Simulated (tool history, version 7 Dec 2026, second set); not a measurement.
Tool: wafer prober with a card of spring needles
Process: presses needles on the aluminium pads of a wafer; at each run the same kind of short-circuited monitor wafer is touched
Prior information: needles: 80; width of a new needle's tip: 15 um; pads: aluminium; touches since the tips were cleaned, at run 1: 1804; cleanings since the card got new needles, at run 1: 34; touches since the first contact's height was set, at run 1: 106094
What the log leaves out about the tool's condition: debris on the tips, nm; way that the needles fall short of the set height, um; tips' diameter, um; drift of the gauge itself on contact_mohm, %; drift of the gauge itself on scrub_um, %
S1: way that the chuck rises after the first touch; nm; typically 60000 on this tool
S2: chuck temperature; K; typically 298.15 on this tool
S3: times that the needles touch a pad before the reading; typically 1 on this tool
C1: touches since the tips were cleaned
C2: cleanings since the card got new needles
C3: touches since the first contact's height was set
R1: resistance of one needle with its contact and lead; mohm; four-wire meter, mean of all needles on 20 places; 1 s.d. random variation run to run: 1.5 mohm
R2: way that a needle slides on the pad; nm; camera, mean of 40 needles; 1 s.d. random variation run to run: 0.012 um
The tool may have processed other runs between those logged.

| run | hour | S1 | S2 | S3 | C1 | C2 | C3 | R1 | R2 |
|---|---|---|---|---|---|---|---|---|---|
| 1 | 0 | 60000 | 298.15 | 1 | 1804 | 34 | 106094 | 221 | 16020 |
|  | 4.1 | height of the first contact set anew |
|  | 12.5 | tips cleaned on abrasive film |
| 2 | 14 | 60000 | 298.15 | 1 | 868 | 35 | 5766 | 399 | 16250 |
| 3 | 22.9 | 60000 | 298.15 | 1 | 6056 | 35 | 10954 | 375 | 16250 |
|  | 28.5 | tips cleaned on abrasive film |
| 4 | 34.5 | 60000 | 298.15 | 1 | 3495 | 36 | 17686 | 264 | 16220 |
| 5 | 41 | 60000 | 298.15 | 1 | 7333 | 36 | 21524 | 316 | 16220 |
|  | 43.7 | tips cleaned on abrasive film |
| 6 | 48.4 | 60000 | 298.15 | 1 | 2743 | 37 | 25812 | 244 | 16210 |
|  | 58.8 | tips cleaned on abrasive film |
| 7 | 60.4 | 60000 | 298.15 | 1 | 905 | 38 | 32756 | 199 | 16180 |
| 8 | 71.4 | 60000 | 298.15 | 1 | 7351 | 38 | 39202 | 323 | 16180 |
|  | 74.7 | tips cleaned on abrasive film |
| 9 | 84.8 | 60000 | 298.15 | 1 | 5929 | 39 | 46984 | 305 | 16160 |
|  | 89.6 | tips cleaned on abrasive film |
|  | 92.5 | tips cleaned on abrasive film, once more |
| 10 | 92.5 | 60000 | 298.15 | 1 | 0 | 41 | 51358 | 148 | 16110 |
| 11 | 105.3 | 60000 | 298.15 | 1 | 7499 | 41 | 58857 | 318 | 16140 |
|  | 107.9 | tips cleaned on abrasive film |
| 12 | 116.7 | 60000 | 298.15 | 1 | 5150 | 42 | 65473 | 297 | 16110 |
|  | 123.7 | tips cleaned on abrasive film |
| 13 | 124.6 | 60000 | 349.15 | 1 | 533 | 43 | 70041 | 196 | 16100 |
| 14 | 132.7 | 43000 | 298.15 | 1 | 5299 | 43 | 74807 | 438 | 11490 |
|  | 139.2 | tips cleaned on abrasive film |
| 15 | 146 | 43000 | 298.15 | 1 | 3993 | 44 | 82555 | 397 | 11470 |
|  | 154.6 | tips cleaned on abrasive film |
| 16 | 155.7 | 43000 | 298.15 | 1 | 655 | 45 | 88139 | 245 | 11450 |
| 17 | 164.1 | 60000 | 298.15 | 1 | 5581 | 45 | 93065 | 307 | 16040 |
|  | 170 | tips cleaned on abrasive film |
| 18 | 170.8 | 60000 | 350.15 | 1 | 456 | 46 | 96926 | 186 | 16040 |
| 19 | 177.8 | 60000 | 350.15 | 1 | 4541 | 46 | 101011 | 284 | 16050 |
|  | 185.3 | tips cleaned on abrasive film |
| 20 | 187.1 | 60000 | 350.15 | 1 | 1036 | 47 | 106403 | 209 | 16010 |
|  | 190.3 | height of the first contact set anew |
| 21 | 197.5 | 48000 | 325.15 | 2 | 7001 | 47 | 4268 | 308 | 12990 |
|  | 201.4 | tips cleaned on abrasive film |
| 22 | 204.9 | 69000 | 298.15 | 1 | 2055 | 48 | 8534 | 214 | 18660 |
| 23 | 213.4 | 69000 | 298.15 | 1 | 7028 | 48 | 13507 | 280 | 18670 |
|  | 216.7 | tips cleaned on abrasive film |
| 24 | 224 | 50000 | 309.15 | 1 | 4252 | 49 | 19639 | 340 | 13500 |
|  | 232.1 | tips cleaned on abrasive film |
| 25 | 235.4 | 49000 | 393.15 | 1 | 1948 | 50 | 26285 | 275 | 13200 |
|  | 247.2 | tips cleaned on abrasive film |
| 26 | 248.1 | 49000 | 324.15 | 1 | 572 | 51 | 33656 | 223 | 13200 |
| 27 | 256.7 | 49000 | 324.15 | 2 | 5602 | 51 | 38686 | 289 | 13180 |
|  | 262.6 | tips cleaned on abrasive film |
| 28 | 264.8 | 77000 | 385.15 | 2 | 1275 | 52 | 43329 | 184 | 20730 |
| 29 | 277.2 | 73000 | 335.15 | 1 | 8576 | 52 | 50630 | 283 | 19690 |
|  | 278.4 | tips cleaned on abrasive film |
| 30 | 289.1 | 56000 | 382.15 | 1 | 6235 | 53 | 57521 | 333 | 15030 |
|  | 293.9 | tips cleaned on abrasive film |
| 31 | 296.1 | 56000 | 361.15 | 1 | 1311 | 54 | 61576 | 231 | 15050 |
| 32 | 302.2 | 60000 | 381.15 | 2 | 4884 | 54 | 65149 | 241 | 16140 |
|  | 308.8 | tips cleaned on abrasive film |
| 33 | 314.1 | 73000 | 310.15 | 1 | 3109 | 55 | 72068 | 234 | 19640 |

Alternative continuations, all from the tool just after run 33; predict every row:
|  | 324.3 | tips cleaned on abrasive film |
| A | 325.7 | 60000 | 298.15 | 2 | 817 | 56 | 78769 | ? | ? |
|  | 324.3 | tips cleaned on abrasive film |
| B | 325.7 | 73000 | 310.15 | 3 | 817 | 56 | 78769 | ? | ? |
|  | 324.3 | tips cleaned on abrasive film |
| C | 325.7 | 73000 | 310.15 | 2 | 817 | 56 | 78769 | ? | ? |

| run | R1 | R2 |
|---|---|---|
| A | 178 | 16060 |
| B | 155 | 19600 |
| C | 166 | 19610 |
The same runs, with their run-to-run variation unchanged, on a tool lacking any hidden condition would have given:
| run | R1 | R2 |
|---|---|---|
| A | 147 | 16230 |
| B | 141 | 19760 |
| C | 144 | 19770 |
